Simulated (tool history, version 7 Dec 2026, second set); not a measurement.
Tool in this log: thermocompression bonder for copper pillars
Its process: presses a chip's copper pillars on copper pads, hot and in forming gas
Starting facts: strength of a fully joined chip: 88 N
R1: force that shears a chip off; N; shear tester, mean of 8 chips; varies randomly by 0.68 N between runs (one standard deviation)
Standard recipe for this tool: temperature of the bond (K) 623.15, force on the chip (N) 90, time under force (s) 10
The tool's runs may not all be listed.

{"run": 1, "day": 0.0, "temperature of the bond (K)": 623.15, "force on the chip (N)": 90, "time under force (s)": 10, "R1": 46.1}
{"run": 2, "day": 1.083, "temperature of the bond (K)": 623.15, "force on the chip (N)": 90, "time under force (s)": 8, "R1": 41.7}
{"day": 1.629, "done": "forming gas filter changed"}
{"run": 3, "day": 2.525, "temperature of the bond (K)": 623.15, "force on the chip (N)": 90, "time under force (s)": 8, "R1": 42.2}
{"run": 4, "day": 4.462, "temperature of the bond (K)": 623.15, "force on the chip (N)": 90, "time under force (s)": 10, "R1": 45.7}
{"run": 5, "day": 6.246, "temperature of the bond (K)": 594.15, "force on the chip (N)": 90, "time under force (s)": 10, "R1": 31.9}
{"run": 6, "day": 7.329, "temperature of the bond (K)": 623.15, "force on the chip (N)": 90, "time under force (s)": 10, "R1": 45.8}
{"run": 7, "day": 8.312, "temperature of the bond (K)": 648.15, "force on the chip (N)": 90, "time under force (s)": 10, "R1": 58.3}
{"run": 8, "day": 9.233, "temperature of the bond (K)": 648.15, "force on the chip (N)": 90, "time under force (s)": 10, "R1": 58.2}
{"day": 10.017, "done": "forming gas filter changed"}
{"run": 9, "day": 10.85, "temperature of the bond (K)": 648.15, "force on the chip (N)": 90, "time under force (s)": 10, "R1": 57.0}
{"run": 10, "day": 11.762, "temperature of the bond (K)": 648.15, "force on the chip (N)": 90, "time under force (s)": 10, "R1": 58.5}
{"run": 11, "day": 12.921, "temperature of the bond (K)": 648.15, "force on the chip (N)": 90, "time under force (s)": 10, "R1": 57.0}
{"run": 12, "day": 13.804, "temperature of the bond (K)": 623.15, "force on the chip (N)": 90, "time under force (s)": 12, "R1": 48.2}
{"run": 13, "day": 15.029, "temperature of the bond (K)": 623.15, "force on the chip (N)": 90, "time under force (s)": 10, "R1": 46.1}
{"run": 14, "day": 17.008, "temperature of the bond (K)": 624.15, "force on the chip (N)": 90, "time under force (s)": 10, "R1": 45.5}
{"day": 18.35, "done": "forming gas filter changed"}
{"run": 15, "day": 18.729, "temperature of the bond (K)": 624.15, "force on the chip (N)": 90, "time under force (s)": 10, "R1": 46.3}
{"run": 16, "day": 19.708, "temperature of the bond (K)": 624.15, "force on the chip (N)": 90, "time under force (s)": 10, "R1": 45.5}
{"run": 17, "day": 20.829, "temperature of the bond (K)": 624.15, "force on the chip (N)": 90, "time under force (s)": 11, "R1": 48.6}
{"run": 18, "day": 21.983, "temperature of the bond (K)": 624.15, "force on the chip (N)": 90, "time under force (s)": 11, "R1": 48.4}
{"run": 19, "day": 23.233, "temperature of the bond (K)": 623.15, "force on the chip (N)": 90, "time under force (s)": 20, "R1": 56.7}
{"run": 20, "day": 24.596, "temperature of the bond (K)": 623.15, "force on the chip (N)": 90, "time under force (s)": 20, "R1": 57.3}
{"day": 26.654, "done": "forming gas filter changed"}
{"run": 21, "day": 26.654, "temperature of the bond (K)": 623.15, "force on the chip (N)": 90, "time under force (s)": 20, "R1": 56.1}
{"run": 22, "day": 27.996, "temperature of the bond (K)": 623.15, "force on the chip (N)": 90, "time under force (s)": 20, "R1": 56.5}
{"day": 29.858, "done": "heater calibrated with a thermocouple chip"}
{"run": 23, "day": 29.858, "temperature of the bond (K)": 614.15, "force on the chip (N)": 82, "time under force (s)": 28, "R1": 54.2}
{"run": 24, "day": 31.775, "temperature of the bond (K)": 631.15, "force on the chip (N)": 85, "time under force (s)": 28, "R1": 63.4}
{"run": 25, "day": 33.075, "temperature of the bond (K)": 617.15, "force on the chip (N)": 90, "time under force (s)": 21, "R1": 54.7}
{"run": 26, "day": 34.308, "temperature of the bond (K)": 617.15, "force on the chip (N)": 65, "time under force (s)": 8, "R1": 32.1}
{"day": 35.138, "done": "forming gas filter changed"}
{"run": 27, "day": 36.138, "temperature of the bond (K)": 623.15, "force on the chip (N)": 106, "time under force (s)": 10, "R1": 49.4}
{"run": 28, "day": 37.958, "temperature of the bond (K)": 623.15, "force on the chip (N)": 90, "time under force (s)": 12, "R1": 47.8}
{"run": 29, "day": 39.762, "temperature of the bond (K)": 650.15, "force on the chip (N)": 62, "time under force (s)": 8, "R1": 45.3}
{"run": 30, "day": 40.975, "temperature of the bond (K)": 623.15, "force on the chip (N)": 92, "time under force (s)": 10, "R1": 44.6}
{"run": 31, "day": 42.146, "temperature of the bond (K)": 617.15, "force on the chip (N)": 134, "time under force (s)": 8, "R1": 48.0}
{"run": 32, "day": 43.246, "temperature of the bond (K)": 617.15, "force on the chip (N)": 134, "time under force (s)": 8, "R1": 49.9}
{"day": 43.562, "done": "forming gas filter changed"}
{"run": 33, "day": 45.183, "temperature of the bond (K)": 623.15, "force on the chip (N)": 108, "time under force (s)": 10, "R1": 50.9}
{"run": 34, "day": 46.821, "temperature of the bond (K)": 623.15, "force on the chip (N)": 108, "time under force (s)": 10, "R1": 50.4}
{"run": 35, "day": 47.738, "temperature of the bond (K)": 623.15, "force on the chip (N)": 108, "time under force (s)": 10, "R1": 50.3}
{"run": 36, "day": 48.612, "temperature of the bond (K)": 623.15, "force on the chip (N)": 108, "time under force (s)": 10, "R1": 49.7}
{"run": 37, "day": 50.212, "temperature of the bond (K)": 618.15, "force on the chip (N)": 133, "time under force (s)": 13, "R1": 58.9}
{"run": 38, "day": 51.346, "temperature of the bond (K)": 623.15, "force on the chip (N)": 90, "time under force (s)": 8, "R1": 42.8}
{"day": 51.992, "done": "forming gas filter changed"}
{"run": 39, "day": 52.825, "temperature of the bond (K)": 611.15, "force on the chip (N)": 90, "time under force (s)": 6, "R1": 32.5}

3 options for the next run, each taken on its own from the tool as it stands now. Forecast them:
{"run": "A", "day": 54.017, "temperature of the bond (K)": 630.15, "force on the chip (N)": 63, "time under force (s)": 10, "R1": "?"}
{"run": "B", "day": 54.017, "temperature of the bond (K)": 623.15, "force on the chip (N)": 59, "time under force (s)": 19, "R1": "?"}
{"run": "C", "day": 54.017, "temperature of the bond (K)": 611.15, "force on the chip (N)": 71, "time under force (s)": 10, "R1": "?"}

run=A R1=38.9
run=B R1=44.9
run=C R1=33.5
The same runs, with their run-to-run variation unchanged, on a tool lacking any hidden condition would have given:
run=A R1=39.0
run=B R1=45.0
run=C R1=33.6
